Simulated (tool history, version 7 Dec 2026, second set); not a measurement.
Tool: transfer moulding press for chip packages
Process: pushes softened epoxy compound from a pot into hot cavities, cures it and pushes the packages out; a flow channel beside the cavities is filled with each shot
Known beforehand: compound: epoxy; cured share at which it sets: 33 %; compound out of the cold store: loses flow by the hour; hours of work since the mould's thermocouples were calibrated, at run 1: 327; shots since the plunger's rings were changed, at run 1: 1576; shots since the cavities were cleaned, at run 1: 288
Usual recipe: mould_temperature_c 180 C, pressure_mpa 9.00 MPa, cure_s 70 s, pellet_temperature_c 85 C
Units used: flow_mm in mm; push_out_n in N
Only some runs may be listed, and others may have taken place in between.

run     day  mould_temperature_c  pressure_mpa  cure_s  pellet_temperature_c  hours of work since the mould's thermocouples were calibrated  shots since the plunger's rings were changed  shots since the cavities were cleaned  incoming compound's hours out of the cold store  flow_mm  push_out_n
  1   0.000                  180          9.00      70                    85                                                            327                                          1576                                    288                                             40.9      800         995
  2   0.254                  180          9.00      70                    83                                                            332                                          1700                                    412                                             20.5      883        1199
      0.533  -- cavities cleaned with cleaning compound and waxed
  3   0.679                  178          9.00      70                    85                                                            339                                          1879                                     71                                             38.0      822         954
  4   1.104                  178          9.00      70                    85                                                            346                                          2088                                    280                                             26.5      852        1208
  5   1.454                  180          9.00      70                    84                                                            353                                          2261                                    453                                             47.2      766        1066
      1.642  -- cavities cleaned with cleaning compound and waxed
  6   1.862                  180          9.00      70                    84                                                            359                                          2430                                    107                                             31.8      827         890
  7   2.254                  180          9.00      70                    84                                                            366                                          2623                                    300                                             12.9      903        1170
  8   2.492                  180          9.00      70                    84                                                            370                                          2740                                    417                                             44.6      775        1081
      2.771  -- cavities cleaned with cleaning compound and waxed
  9   2.792                  180          9.00      70                    84                                                            375                                          2859                                     11                                             14.3      900         798
 10   3.212                  180          9.00      70                    84                                                            382                                          3064                                    216                                             25.2      844        1011
 11   3.562                  180          9.00      70                    84                                                            388                                          3237                                    389                                             12.6      897        1251
      3.692  -- mould's thermocouples calibrated
 12   3.900                  180          9.00      70                    84                                                              4                                          3362                                    514                                             47.4      760        1157
      4.000  -- cavities cleaned with cleaning compound and waxed
 13   4.342                  180          9.00      70                    85                                                             11                                          3550                                    169                                              8.6      916        1103
 14   4.775                  186          9.00      70                    85                                                             19                                          3762                                    381                                              8.2      904         904
      5.112  -- cavities cleaned with cleaning compound and waxed
 15   5.129                  180          9.00     103                    77                                                             24                                          3905                                      7                                             33.0      805         466
      5.583  -- mould's thermocouples calibrated, once more
 16   5.583                  176          7.93      51                    91                                                              0                                          4089                                    191                                             21.1      812        2457
 17   6.038                  188          7.76      66                    87                                                              8                                          4311                                    413                                             22.0      766         871
      6.312  -- cavities cleaned with cleaning compound and waxed
 18   6.488                  173          7.01      66                    87                                                             15                                          4503                                     86                                             37.7      706        1453
 19   6.921                  173          7.01      66                    87                                                             23                                          4716                                    299                                             41.9      689        1760
 20   7.350                  182          9.00      87                    85                                                             31                                          4928                                    511                                             24.0      833         742
      7.446  -- cavities cleaned with cleaning compound and waxed
 21   7.654                  178          9.00      66                    85                                                             35                                          5046                                    103                                             15.8      876        1188
 22   7.929                  178          9.00      66                    85                                                             40                                          5182                                    239                                             32.2      804        1303
 23   8.404                  178          9.00      66                    85                                                             49                                          5415                                    472                                             46.0      745        1381
      8.554  -- cavities cleaned with cleaning compound and waxed
 24   8.704                  180          9.00      70                    95                                                             53                                          5533                                     74                                              9.6      886         877
 25   9.012                  180          7.05      68                    85                                                             59                                          5684                                    225                                             33.2      694        1041
 26   9.279                  180          7.05      68                    85                                                             63                                          5815                                    356                                             11.0      769        1287
      9.692  -- cavities cleaned with cleaning compound and waxed
 27   9.692                  178          7.34     103                    94                                                             70                                          5988                                      0                                             13.4      777         496
     10.100  -- plunger's sealing rings changed
 28  10.154                  178          8.49     106                    91                                                             76                                            27                                    177                                             21.8      878         622

For each entry between runs, how does the tool's hidden state at the last listed run before it compare with that at the first listed run after it?
Run 2 -> run 3: cavities cleaned with cleaning compound and waxed (day 0.533)
  true mould temperature over the reading, C: -0.93 -> -0.94; pressure that reaches the compound, % of what is set: 95.61 -> 95.17; grip of the stained cavities, % over clean ones': 53.4 -> 17.4
  measured less the result without the state, flow_mm: -18 -> -18 mm; push_out_n: +462 -> +187 N
Run 5 -> run 6: cavities cleaned with cleaning compound and waxed (day 1.642)
  true mould temperature over the reading, C: -0.98 -> -0.99; pressure that reaches the compound, % of what is set: 94.27 -> 93.85; grip of the stained cavities, % over clean ones': 58.3 -> 22.1
  measured less the result without the state, flow_mm: -21 -> -25 mm; push_out_n: +429 -> +203 N
Run 8 -> run 9: cavities cleaned with cleaning compound and waxed (day 2.771)
  true mould temperature over the reading, C: -1.02 -> -1.03; pressure that reaches the compound, % of what is set: 93.1 -> 92.79; grip of the stained cavities, % over clean ones': 55.8 -> 3.3
  measured less the result without the state, flow_mm: -27 -> -32 mm; push_out_n: +428 -> +76 N
Run 11 -> run 12: mould's thermocouples calibrated (day 3.692)
  true mould temperature over the reading, C: -1.06 -> -1.55; pressure that reaches the compound, % of what is set: 91.88 -> 91.57; grip of the stained cavities, % over clean ones': 52.7 -> 60.2
  measured less the result without the state, flow_mm: -36 -> -31 mm; push_out_n: +487 -> +494 N
Run 12 -> run 13: cavities cleaned with cleaning compound and waxed (day 4.000)
  true mould temperature over the reading, C: -1.55 -> -1.56; pressure that reaches the compound, % of what is set: 91.57 -> 91.1; grip of the stained cavities, % over clean ones': 60.2 -> 31.7
  measured less the result without the state, flow_mm: -31 -> -40 mm; push_out_n: +494 -> +349 N
Run 14 -> run 15: cavities cleaned with cleaning compound and waxed (day 5.112)
  true mould temperature over the reading, C: -1.58 -> -1.6; pressure that reaches the compound, % of what is set: 90.57 -> 90.19; grip of the stained cavities, % over clean ones': 53.5 -> 2.9
  measured less the result without the state, flow_mm: -43 -> -39 mm; push_out_n: +354 -> +20 N
Run 15 -> run 16: mould's thermocouples calibrated, once more (day 5.583)
  true mould temperature over the reading, C: -1.6 -> -0.3; pressure that reaches the compound, % of what is set: 90.19 -> 89.74; grip of the stained cavities, % over clean ones': 2.9 -> 35.2
  measured less the result without the state, flow_mm: -39 -> -44 mm; push_out_n: +20 -> +660 N
Run 17 -> run 18: cavities cleaned with cleaning compound and waxed (day 6.312)
  true mould temperature over the reading, C: -0.32 -> -0.34; pressure that reaches the compound, % of what is set: 89.26 -> 88.78; grip of the stained cavities, % over clean ones': 56.5 -> 18.8
  measured less the result without the state, flow_mm: -44 -> -43 mm; push_out_n: +322 -> +256 N
Run 20 -> run 21: cavities cleaned with cleaning compound and waxed (day 7.446)
  true mould temperature over the reading, C: -0.38 -> -0.39; pressure that reaches the compound, % of what is set: 87.8 -> 87.51; grip of the stained cavities, % over clean ones': 60.4 -> 22.3
  measured less the result without the state, flow_mm: -55 -> -59 mm; push_out_n: +283 -> +242 N
Run 23 -> run 24: cavities cleaned with cleaning compound and waxed (day 8.554)
  true mould temperature over the reading, C: -0.42 -> -0.43; pressure that reaches the compound, % of what is set: 86.65 -> 86.38; grip of the stained cavities, % over clean ones': 58.7 -> 18.2
  measured less the result without the state, flow_mm: -54 -> -66 mm; push_out_n: +533 -> +155 N
Run 26 -> run 27: cavities cleaned with cleaning compound and waxed (day 9.692)
  true mould temperature over the reading, C: -0.45 -> -0.47; pressure that reaches the compound, % of what is set: 85.71 -> 85.27; grip of the stained cavities, % over clean ones': 52.8 -> 2.7
  measured less the result without the state, flow_mm: -60 -> -64 mm; push_out_n: +469 -> +16 N
Run 27 -> run 28: plunger's sealing rings changed (day 10.100)
  true mould temperature over the reading, C: -0.47 -> -0.49; pressure that reaches the compound, % of what is set: 85.27 -> 99.49; grip of the stained cavities, % over clean ones': 2.7 -> 34
  measured less the result without the state, flow_mm: -64 -> -1 mm; push_out_n: +16 -> +159 N
